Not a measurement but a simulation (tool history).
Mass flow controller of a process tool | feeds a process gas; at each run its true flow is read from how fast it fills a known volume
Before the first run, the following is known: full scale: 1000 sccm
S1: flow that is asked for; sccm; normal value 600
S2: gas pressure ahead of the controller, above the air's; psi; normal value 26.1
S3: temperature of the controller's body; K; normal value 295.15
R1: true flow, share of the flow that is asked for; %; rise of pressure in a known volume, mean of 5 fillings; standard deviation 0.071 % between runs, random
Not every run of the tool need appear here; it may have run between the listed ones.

Run 1, hour 0.0: usual settings. Result: R1 100.27 %.
Run 2, hour 224.9: usual settings. Result: R1 100.12 %.
Run 3, hour 470.9: usual settings. Result: R1 100.21 %.
Run 4, hour 661.1: usual settings but S3 312.15 K. Result: R1 98.87 %.
Run 5, hour 798.8: usual settings but S1 809 sccm. Result: R1 100.41 %.
Run 6, hour 1017.3: usual settings but S3 304.15 K. Result: R1 99.55 %.
Run 7, hour 1288.2: usual settings. Result: R1 100.31 %.
Run 8, hour 1486.5: usual settings but S2 25.5 psi. Result: R1 100.31 %.
Run 9, hour 1646.2: usual settings but S2 25.5 psi. Result: R1 100.34 %.
Run 10, hour 1808.9: usual settings but S2 25.5 psi. Result: R1 100.49 %.
Run 11, hour 1933.3: usual settings but S2 25.5 psi. Result: R1 100.24 %.
Run 12, hour 2202.3: usual settings but S2 25.5 psi, S3 294.15 K. Result: R1 100.41 %.
Run 13, hour 2486.9: usual settings but S3 312.15 K. Result: R1 98.83 %.
Run 14, hour 2603.6: usual settings but S3 312.15 K. Result: R1 99.03 %.
Run 15, hour 2766.2: usual settings. Result: R1 100.26 %.
Run 16, hour 2956.2: usual settings. Result: R1 100.43 %.
Run 17, hour 3083.4: usual settings but S2 31.9 psi. Result: R1 100.23 %.
Run 18, hour 3324.2: usual settings but S2 31.9 psi. Result: R1 100.49 %.
Run 19, hour 3505.9: usual settings but S2 36.8 psi. Result: R1 100.13 %.
Run 20, hour 3717.6: usual settings but S1 719 sccm. Result: R1 100.57 %.
Run 21, hour 3842.4: usual settings but S1 719 sccm. Result: R1 100.67 %.
Run 22, hour 4056.1: usual settings but S1 719 sccm, S2 25.1 psi. Result: R1 100.74 %.
Run 23, hour 4328.4: usual settings but S1 719 sccm, S2 25.1 psi. Result: R1 100.73 %.
Run 24, hour 4608.3: usual settings but S1 719 sccm, S2 25.1 psi. Result: R1 100.81 %.
Run 25, hour 4735.9: usual settings but S1 665 sccm, S2 26.4 psi, S3 299.15 K. Result: R1 100.26 %.
Run 26, hour 4859.6: usual settings but S1 501 sccm, S2 23.2 psi. Result: R1 100.52 %.
Run 27, hour 4994.7: usual settings but S1 180 sccm. Result: R1 99.35 %.
Run 28, hour 5143.7: usual settings but S1 180 sccm. Result: R1 99.47 %.
Run 29, hour 5371.0: usual settings but S2 21.2 psi, S3 307.15 K. Result: R1 99.72 %.
Run 30, hour 5599.7: usual settings but S1 109 sccm, S2 28.7 psi, S3 306.15 K. Result: R1 97.31 %.
Run 31, hour 5728.3: usual settings but S1 137 sccm, S2 27.0 psi, S3 301.15 K. Result: R1 98.47 %.
Run 32, hour 5848.6: usual settings but S2 39.5 psi, S3 297.15 K. Result: R1 100.06 %.
Run 33, hour 6083.2: usual settings but S1 118 sccm, S2 38.6 psi. Result: R1 97.99 %.
Run 34, hour 6220.6: usual settings but S1 118 sccm, S2 21.0 psi, S3 301.15 K. Result: R1 98.14 %.
Run 35, hour 6469.3: usual settings but S1 118 sccm, S2 21.0 psi, S3 301.15 K. Result: R1 97.95 %.
Run 36, hour 6591.4: usual settings but S1 188 sccm, S2 40.3 psi. Result: R1 98.99 %.
Run 37, hour 6844.9: usual settings but S1 153 sccm. Result: R1 99.03 %.
Run 38, hour 7058.3: usual settings but S1 426 sccm, S2 33.5 psi, S3 308.15 K. Result: R1 99.20 %.
Run 39, hour 7326.3: usual settings but S1 426 sccm, S2 33.5 psi, S3 308.15 K. Result: R1 99.17 %.
Run 40, hour 7563.9: usual settings but S1 626 sccm, S2 39.7 psi, S3 304.15 K. Result: R1 99.81 %.
Run 41, hour 7734.7: usual settings but S1 221 sccm, S2 39.7 psi, S3 312.15 K. Result: R1 97.97 %.
Run 42, hour 7904.6: usual settings but S1 282 sccm, S2 38.7 psi, S3 309.15 K. Result: R1 98.54 %.
Run 43, hour 8044.9: usual settings but S1 191 sccm, S2 36.3 psi. Result: R1 99.03 %.
Run 44, hour 8178.5: usual settings but S1 262 sccm, S2 21.9 psi, S3 297.15 K. Result: R1 100.04 %.
Run 45, hour 8424.2: usual settings but S3 296.15 K. Result: R1 100.74 %.
Run 46, hour 8655.0: usual settings but S1 337 sccm, S2 36.1 psi. Result: R1 99.97 %.
Run 47, hour 8888.8: usual settings but S1 226 sccm, S2 31.9 psi, S3 303.15 K. Result: R1 98.78 %.
Run 48, hour 9122.4: usual settings but S1 226 sccm, S2 31.9 psi, S3 303.15 K. Result: R1 98.89 %.

Here are 4 independent what-if runs from the current tool condition. What would each one return?
Run A, hour 9346.0: usual settings but S1 127 sccm, S2 34.4 psi, S3 303.15 K. Result: R1 ?.
Run B, hour 9346.0: usual settings but S1 270 sccm, S2 34.5 psi, S3 311.15 K. Result: R1 ?.
Run C, hour 9346.0: usual settings but S1 577 sccm, S2 31.9 psi, S3 296.15 K. Result: R1 ?.
Run D, hour 9346.0: usual settings but S2 36.3 psi. Result: R1 ?.

run      R1
  A   97.25
  B   98.40
  C  100.60
  D  100.72
Had the tool no hidden state, the same runs would have come out as:
run     R1
  A  99.13
  B  98.46
  C  99.81
  D  99.90
